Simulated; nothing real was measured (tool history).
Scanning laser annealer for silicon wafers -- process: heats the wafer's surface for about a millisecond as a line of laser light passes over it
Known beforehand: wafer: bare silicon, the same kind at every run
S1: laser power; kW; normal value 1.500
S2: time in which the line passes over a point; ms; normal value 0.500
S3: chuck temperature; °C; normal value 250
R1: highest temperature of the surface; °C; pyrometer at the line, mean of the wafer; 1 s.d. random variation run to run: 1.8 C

run	hour	S1	S2	S3	R1
1	0.0	1.500	0.500	250	983
2	31.7	1.500	0.500	273	1004
3	61.7	1.500	0.500	273	1007
4	86.3	1.500	0.500	273	1005
5	114.8	1.500	0.500	250	981
6	140.3	1.500	0.500	250	981
7	172.6	1.649	0.500	250	1056
8	222.6	1.649	0.500	250	1054
# hour 228.7: window over the wafer cleaned
9	247.5	1.500	0.500	250	997
10	288.2	1.500	0.500	250	999
11	315.9	1.500	0.500	250	994
12	351.0	1.500	0.500	250	998
13	381.2	1.603	0.500	250	1052
14	414.4	1.603	0.500	250	1051
15	437.1	1.649	0.500	250	1073
16	468.7	1.500	0.500	250	994
17	509.6	1.500	0.500	250	996
18	540.2	1.500	0.500	250	994
19	582.8	1.500	0.500	250	989
20	607.3	1.614	0.517	250	1061
21	648.0	1.614	0.517	250	1064
22	683.0	1.326	0.384	250	832
23	715.5	1.606	0.425	278	1017
24	763.1	1.546	0.423	250	956
25	786.9	1.546	0.423	250	962
26	828.4	1.546	0.423	250	960
27	867.6	1.546	0.443	250	974
28	897.3	1.500	0.500	262	999
29	931.3	1.464	0.389	249	893
30	972.5	1.647	0.376	250	967
31	993.1	1.647	0.376	250	969
32	1022.3	1.647	0.498	235	1048
33	1059.1	1.282	0.488	250	866

Selected run-to-run steps in R1, each split into two signed amounts: the part the tool would show with no hidden state at all (from settings, incoming material and random variation), and the remainder, which goes to the hidden state together with any gauge scatter not common to the measured and the hidden-state-free results:
What the log doesn't record here: light that passes the window, % of a clean one's; laser's true power over the reading, %; width of the line over the set one, %; drift of the gauge itself on peak_c, C.
Run 8 -> 9: S1 1.649 -> 1.500, window over the wafer cleaned. R1 -57 °C: hidden state +23, all else -80.
Run 21 -> 22: S1 1.614 -> 1.326, S2 0.517 -> 0.384. R1 -232 °C: hidden state +4, all else -236.
Run 22 -> 23: S1 1.326 -> 1.606, S2 0.384 -> 0.425, S3 250 -> 278. R1 +185 °C: hidden state -4, all else +189.
Run 32 -> 33: S1 1.647 -> 1.282, S2 0.498 -> 0.488, S3 235 -> 250. R1 -182 °C: hidden state +4, all else -186.

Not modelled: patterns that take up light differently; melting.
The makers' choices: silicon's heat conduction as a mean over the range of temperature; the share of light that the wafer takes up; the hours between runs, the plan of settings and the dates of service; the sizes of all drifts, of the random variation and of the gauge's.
